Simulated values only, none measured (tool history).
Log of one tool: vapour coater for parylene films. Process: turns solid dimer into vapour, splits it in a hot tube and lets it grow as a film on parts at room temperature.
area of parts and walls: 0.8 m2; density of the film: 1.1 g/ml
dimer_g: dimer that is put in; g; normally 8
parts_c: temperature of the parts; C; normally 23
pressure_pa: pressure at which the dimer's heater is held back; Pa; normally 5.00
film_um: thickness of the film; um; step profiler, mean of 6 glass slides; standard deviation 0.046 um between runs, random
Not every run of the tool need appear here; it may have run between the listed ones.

run	day	dimer_g	parts_c	pressure_pa	film_um
1	0.000	8	23	5.00	6.92
2	1.142	8	23	2.15	7.45
3	3.442	5	23	5.00	4.35
4	4.746	8	23	5.00	6.76
5	5.962	8	23	5.00	6.90
6	7.217	8	23	5.00	6.88
7	9.088	8	23	5.00	6.85
8	10.292	8	23	8.39	6.54
9	11.533	8	23	6.24	6.73
10	12.938	8	23	5.00	6.87
11	15.071	8	23	5.00	6.91
12	16.454	8	23	5.00	6.86
13	19.025	8	23	5.00	6.84
14	21.292	8	23	5.00	6.84
15	22.638	8	23	5.00	6.92
16	24.988	6	19	5.00	5.50
17	27.175	8	23	5.00	6.80
18	29.538	8	23	5.00	6.81
19	31.733	13	20	10.77	10.91
20	33.217	4	20	10.77	3.37
21	34.317	4	19	10.77	3.45
22	35.908	8	16	3.76	8.17
23	38.217	14	32	3.27	10.37
24	40.638	4	19	10.21	3.42
25	42.358	8	29	5.00	6.11
26	44.412	8	29	5.00	6.01
27	46.175	10	29	5.62	7.57
28	47.667	7	29	4.05	5.43
29	49.112	7	29	4.05	5.45

Taken out of this log: 3 entries between the listed runs. Where each belongs, and how the hidden state differs across it:
In the gap between runs 2 and 3: trap's valve overhauled (day 1.862)
  vapour lost through the trap's worn valve, %: 0.3 -> 0
In the gap between runs 16 and 17: table's thermometer calibrated (day 26.004)
  true temperature of the parts over the reading, C: 0.05 -> 0
In the gap between runs 17 and 18: trap's valve overhauled (day 29.375)
  vapour lost through the trap's worn valve, %: 0.3 -> 0; true temperature of the parts over the reading, C: 0 -> 0.01
